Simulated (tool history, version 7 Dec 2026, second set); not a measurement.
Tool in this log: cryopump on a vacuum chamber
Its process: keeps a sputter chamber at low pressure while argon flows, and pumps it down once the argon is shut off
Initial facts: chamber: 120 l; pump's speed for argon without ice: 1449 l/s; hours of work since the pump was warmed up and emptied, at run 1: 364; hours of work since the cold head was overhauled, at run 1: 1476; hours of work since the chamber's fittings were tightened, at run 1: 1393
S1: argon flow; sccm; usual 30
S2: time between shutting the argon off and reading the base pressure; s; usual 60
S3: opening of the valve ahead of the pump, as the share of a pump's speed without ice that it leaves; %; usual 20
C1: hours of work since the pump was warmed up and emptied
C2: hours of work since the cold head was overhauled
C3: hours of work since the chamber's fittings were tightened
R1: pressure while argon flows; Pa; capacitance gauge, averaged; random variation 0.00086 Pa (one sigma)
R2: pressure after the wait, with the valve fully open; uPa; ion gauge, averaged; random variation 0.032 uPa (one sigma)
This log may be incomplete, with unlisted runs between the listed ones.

| run | day | S1 | S2 | S3 | C1 | C2 | C3 | R1 | R2 |
|---|---|---|---|---|---|---|---|---|---|
| 1 | 0.000 | 30 | 60 | 20 | 364 | 1476 | 1393 | 0.1803 | 3.14 |
| 2 | 2.088 | 30 | 60 | 20 | 407 | 1519 | 1436 | 0.1813 | 3.24 |
| 3 | 4.583 | 30 | 60 | 20 | 458 | 1571 | 1488 | 0.1821 | 3.24 |
| 4 | 6.942 | 30 | 60 | 20 | 507 | 1619 | 1536 | 0.1827 | 3.34 |
| 5 | 8.821 | 30 | 60 | 20 | 546 | 1658 | 1575 | 0.1832 | 3.37 |
| 6 | 10.988 | 30 | 60 | 20 | 591 | 1703 | 1620 | 0.1848 | 3.35 |
| 7 | 13.229 | 30 | 60 | 18 | 637 | 1749 | 1666 | 0.2052 | 3.47 |
| 8 | 15.504 | 30 | 60 | 18 | 684 | 1796 | 1713 | 0.2044 | 3.74 |
| 9 | 17.575 | 30 | 60 | 20 | 727 | 1839 | 1756 | 0.1858 | 3.73 |
| 10 | 19.325 | 30 | 60 | 20 | 763 | 1875 | 1792 | 0.1861 | 3.78 |
| 11 | 20.575 | 30 | 60 | 20 | 789 | 1901 | 1818 | 0.1864 | 3.89 |
| 12 | 21.750 | 30 | 28 | 20 | 813 | 1925 | 1842 | 0.1868 | 5.56 |
| 13 | 23.296 | 30 | 28 | 20 | 845 | 1957 | 1874 | 0.1886 | 5.60 |
| 14 | 24.600 | 24 | 60 | 20 | 872 | 1984 | 1901 | 0.1506 | 4.14 |
| 15 | 26.146 | 24 | 60 | 20 | 904 | 2016 | 1933 | 0.1516 | 4.14 |
| 16 | 27.712 | 24 | 60 | 20 | 936 | 2049 | 1966 | 0.1511 | 4.36 |
| 17 | 30.312 | 24 | 60 | 20 | 990 | 2102 | 2019 | 0.1520 | 4.36 |
| 18 | 32.604 | 24 | 60 | 20 | 1037 | 2150 | 2066 | 0.1551 | 4.26 |
| 19 | 34.500 | 30 | 32 | 20 | 1076 | 2189 | 2106 | 0.1938 | 5.80 |
|  | 36.025 | pump warmed up, emptied and cooled again |
| 20 | 36.633 | 30 | 32 | 20 | 13 | 2229 | 2146 | 0.1748 | 4.82 |
| 21 | 38.775 | 30 | 32 | 20 | 57 | 2273 | 2190 | 0.1771 | 4.73 |
| 22 | 40.933 | 30 | 184 | 37 | 101 | 2317 | 2234 | 0.0956 | 2.73 |
| 23 | 42.929 | 30 | 184 | 37 | 143 | 2359 | 2276 | 0.0954 | 2.76 |
| 24 | 44.096 | 43 | 60 | 20 | 167 | 2383 | 2300 | 0.2546 | 3.79 |
| 25 | 45.458 | 43 | 60 | 20 | 195 | 2411 | 2328 | 0.2551 | 3.81 |
| 26 | 46.925 | 40 | 51 | 48 | 225 | 2441 | 2358 | 0.1010 | 4.10 |
| 27 | 48.212 | 13 | 72 | 20 | 252 | 2468 | 2385 | 0.0775 | 3.68 |
| 28 | 50.538 | 41 | 90 | 21 | 300 | 2516 | 2433 | 0.2354 | 3.55 |
| 29 | 51.912 | 15 | 204 | 20 | 328 | 2544 | 2461 | 0.0895 | 3.04 |
| 30 | 53.096 | 15 | 204 | 20 | 353 | 2569 | 2486 | 0.0898 | 3.02 |
| 31 | 54.142 | 15 | 204 | 20 | 374 | 2590 | 2507 | 0.0895 | 3.07 |
| 32 | 56.208 | 15 | 204 | 20 | 417 | 2633 | 2550 | 0.0898 | 3.23 |
| 33 | 58.733 | 15 | 204 | 20 | 469 | 2685 | 2602 | 0.0907 | 3.35 |

How the hidden state differs across the entries between the runs, from the last listed run before each to the first after it:
From run 19 to run 20: pump warmed up, emptied and cooled again (day 36.025)
  pump's speed, % of a pump's without ice: 66.1 -> 99.5; cold plate's temperature, K: 12.66 -> 12.67; leak into the chamber, uPa l/s: 2909 -> 2957
  difference, measured minus the result without the unlogged condition, R1: +0.0187 -> +0.0007 Pa; R2: +2.86 -> +1.87 uPa

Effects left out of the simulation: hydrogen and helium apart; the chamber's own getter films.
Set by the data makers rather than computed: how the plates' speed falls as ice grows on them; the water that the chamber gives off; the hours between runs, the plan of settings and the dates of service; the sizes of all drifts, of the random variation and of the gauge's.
